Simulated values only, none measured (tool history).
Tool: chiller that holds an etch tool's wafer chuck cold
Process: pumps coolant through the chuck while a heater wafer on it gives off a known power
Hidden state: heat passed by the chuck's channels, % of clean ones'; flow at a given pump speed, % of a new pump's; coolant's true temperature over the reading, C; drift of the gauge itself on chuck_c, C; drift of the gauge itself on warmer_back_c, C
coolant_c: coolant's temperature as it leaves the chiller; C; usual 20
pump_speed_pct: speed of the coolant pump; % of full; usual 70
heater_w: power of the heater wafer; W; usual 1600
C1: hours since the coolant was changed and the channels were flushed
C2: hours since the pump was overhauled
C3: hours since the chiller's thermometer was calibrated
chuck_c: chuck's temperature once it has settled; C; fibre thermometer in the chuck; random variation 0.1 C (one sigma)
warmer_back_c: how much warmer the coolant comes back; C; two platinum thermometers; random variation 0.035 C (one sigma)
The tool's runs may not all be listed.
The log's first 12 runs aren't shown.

Run 13, hour 1670.3: usual settings but pump_speed_pct 60 % of full; C1 199; C2 3745; C3 2060. Result: chuck_c 33.5 C, warmer_back_c 7.75 C.
Run 14, hour 1834: usual settings; C1 363; C2 3909; C3 2224. Result: chuck_c 32.3 C, warmer_back_c 6.66 C.
Run 15, hour 1961.9: usual settings but heater_w 1312 W; C1 490; C2 4037; C3 2352. Result: chuck_c 29.9 C, warmer_back_c 5.49 C.
Run 16, hour 2145.2: usual settings but heater_w 1312 W; C1 674; C2 4220; C3 2535. Result: chuck_c 29.9 C, warmer_back_c 5.49 C.
Run 17, hour 2341.2: usual settings but heater_w 1312 W; C1 870; C2 4416; C3 2731. Result: chuck_c 30.1 C, warmer_back_c 5.5 C.
Run 18, hour 2535.3: usual settings but coolant_c 21 C, pump_speed_pct 91 % of full; C1 1064; C2 4610; C3 2925. Result: chuck_c 30.9 C, warmer_back_c 5.22 C.
Run 19, hour 2724: usual settings but coolant_c 21 C, pump_speed_pct 91 % of full; C1 1253; C2 4799; C3 3114. Result: chuck_c 31.1 C, warmer_back_c 5.22 C.
Run 20, hour 2864.7: usual settings but coolant_c 21 C, pump_speed_pct 91 % of full; C1 1393; C2 4940; C3 3255. Result: chuck_c 31 C, warmer_back_c 5.22 C.
Run 21, hour 3077.5: usual settings but heater_w 1502 W; C1 1606; C2 5152; C3 3467. Result: chuck_c 31.6 C, warmer_back_c 6.46 C.
Run 22, hour 3272.5: usual settings but coolant_c 17 C, pump_speed_pct 74 % of full, heater_w 1237 W; C1 1801; C2 5347; C3 3662. Result: chuck_c 26.2 C, warmer_back_c 5.03 C.
Run 23, hour 3457: usual settings but coolant_c 13 C, pump_speed_pct 74 % of full, heater_w 1619 W; C1 1986; C2 5532; C3 3847. Result: chuck_c 25.1 C, warmer_back_c 6.53 C.
Run 24, hour 3584.7: usual settings but coolant_c 13 C, pump_speed_pct 74 % of full, heater_w 1619 W; C1 2113; C2 5659; C3 3975. Result: chuck_c 25.3 C, warmer_back_c 6.61 C.
Run 25, hour 3698.7: usual settings but coolant_c 28 C, pump_speed_pct 67 % of full, heater_w 2050 W; C1 2227; C2 5774; C3 4089. Result: chuck_c 44.8 C, warmer_back_c 9.25 C.
Run 26, hour 3846: usual settings but coolant_c 12 C, pump_speed_pct 89 % of full, heater_w 2050 W; C1 2375; C2 5921; C3 4236. Result: chuck_c 25.4 C, warmer_back_c 7.03 C.
Run 27, hour 3958.3: usual settings but coolant_c 12 C, pump_speed_pct 89 % of full, heater_w 2050 W; C1 2487; C2 6033; C3 4348. Result: chuck_c 25.6 C, warmer_back_c 6.94 C.
Run 28, hour 4162: usual settings but coolant_c 12 C, pump_speed_pct 89 % of full, heater_w 2050 W; C1 2691; C2 6237; C3 4552. Result: chuck_c 25.8 C, warmer_back_c 7.06 C.
At hour 4264.8: chiller's thermometer calibrated.
Run 29, hour 4311.6: usual settings but coolant_c 12 C, pump_speed_pct 79 % of full, heater_w 976 W; C1 2839; C2 6385; C3 47. Result: chuck_c 19.5 C, warmer_back_c 3.7 C.
Run 30, hour 4462.2: usual settings but coolant_c 30 C, pump_speed_pct 86 % of full, heater_w 2333 W; C1 2990; C2 6536; C3 197. Result: chuck_c 46.8 C, warmer_back_c 8.4 C.

3 ways to go on from here, each from the tool as it stands after run 30. What would each give?
Run A, hour 4568.4: usual settings but coolant_c 11 C, pump_speed_pct 88 % of full, heater_w 863 W; C1 3096; C2 6642; C3 304. Result: chuck_c ?, warmer_back_c ?.
Run B, hour 4568.4: usual settings but coolant_c 14 C, pump_speed_pct 86 % of full, heater_w 1034 W; C1 3096; C2 6642; C3 304. Result: chuck_c ?, warmer_back_c ?.
Run C, hour 4568.4: usual settings but coolant_c 22 C, heater_w 961 W; C1 3096; C2 6642; C3 304. Result: chuck_c ?, warmer_back_c ?.

run  chuck_c  warmer_back_c
  A       17           3.04
  B     21.5           3.74
  C     30.2            4.3
Without the tool's hidden state the same runs would have given:
run  chuck_c  warmer_back_c
  A     16.1           2.63
  B     20.4           3.24
  C     28.9           3.73
